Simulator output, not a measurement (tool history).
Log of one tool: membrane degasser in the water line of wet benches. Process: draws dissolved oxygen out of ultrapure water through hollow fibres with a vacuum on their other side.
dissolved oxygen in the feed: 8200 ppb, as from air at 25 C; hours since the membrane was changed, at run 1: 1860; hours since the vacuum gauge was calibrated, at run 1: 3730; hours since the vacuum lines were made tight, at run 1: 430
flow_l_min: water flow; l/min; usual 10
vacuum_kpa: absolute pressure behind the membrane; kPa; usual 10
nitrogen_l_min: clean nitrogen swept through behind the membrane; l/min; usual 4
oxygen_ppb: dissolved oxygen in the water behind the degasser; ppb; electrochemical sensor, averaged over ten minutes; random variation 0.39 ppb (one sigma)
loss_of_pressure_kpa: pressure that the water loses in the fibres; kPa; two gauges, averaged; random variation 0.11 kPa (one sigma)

run,hour,flow_l_min,vacuum_kpa,nitrogen_l_min,hours since the membrane was changed,hours since the vacuum gauge was calibrated,hours since the vacuum lines were made tight,oxygen_ppb,loss_of_pressure_kpa
1,0,10,10,4,1860,3730,430,48.3,44.52
2,113.8,10,10,4,1974,3844,543,47.6,44.41
3,206.6,10,10.5,4,2066,3937,636,52.3,44.67
4,268.9,10,10.5,4,2129,3999,699,52.1,44.66
5,358,12,10,4,2218,4088,788,62.5,53.35
6,468.6,12,10,4,2328,4199,898,62.6,53.48
7,547.9,12,10,4,2408,4278,978,62.5,53.36
8,654.1,10,10,2.16,2514,4384,1084,86.3,44.74
9,753.6,10,10,2.16,2613,4484,1183,87.3,44.66
10,861,10,10,2.16,2721,4591,1291,86.7,44.92
11,908.7,10,8.4,2.16,2769,4639,1338,68.3,44.74
12,957.2,10,10,4,2817,4687,1387,49.8,44.82
13,1006.4,10,23.8,4,2866,4737,1436,135.5,44.81
14,1088.5,10,23.8,4,2948,4819,1518,135.7,44.71
15,1190.8,10,23.8,4,3051,4921,1620,134.4,44.82
16,1250.4,10,21,4,3110,4981,1680,120.4,44.65
17,1315,10,21,4,3175,5045,1745,118.5,44.93
18,1423.9,9,18.6,4,3284,5154,1853,93.9,40.59
# hour 1433.9: vacuum gauge calibrated
19,1484.7,10,10,3.47,3344,51,1914,58.6,44.76
20,1569.6,10,10,3.47,3429,136,1999,59.1,44.99
21,1651.2,12,16.8,1.95,3511,217,2080,223.8,54.04
22,1753.3,13,10,3.22,3613,319,2182,90.2,58.45
23,1848.5,13,10,3.22,3708,415,2278,89.8,58.44
# hour 1911.8: vacuum gauge calibrated, once more
24,1911.8,16,6.1,4.66,3771,0,2340,58.6,72.1
25,1996.8,10,12.7,11.01,3856,85,2425,26.5,45.13
26,2097.2,10,12.7,11.01,3956,185,2526,27.5,45.15
27,2209.8,10,8.4,7.32,4069,298,2638,23.1,45.32

Forecast each of these 3 alternatives for the next run:
A,2284,10,10,1.83,4143,372,2713,?,?
B,2284,10,10.8,4.21,4143,372,2713,?,?
C,2284,15,22.2,6.42,4143,372,2713,?,?

run,oxygen_ppb,loss_of_pressure_kpa
A,98,45.1
B,52.1,45.1
C,138.1,67.75
Without the tool's hidden state the same runs would have given:
run,oxygen_ppb,loss_of_pressure_kpa
A,92.4,44.09
B,48.7,44.08
C,130.8,66.23

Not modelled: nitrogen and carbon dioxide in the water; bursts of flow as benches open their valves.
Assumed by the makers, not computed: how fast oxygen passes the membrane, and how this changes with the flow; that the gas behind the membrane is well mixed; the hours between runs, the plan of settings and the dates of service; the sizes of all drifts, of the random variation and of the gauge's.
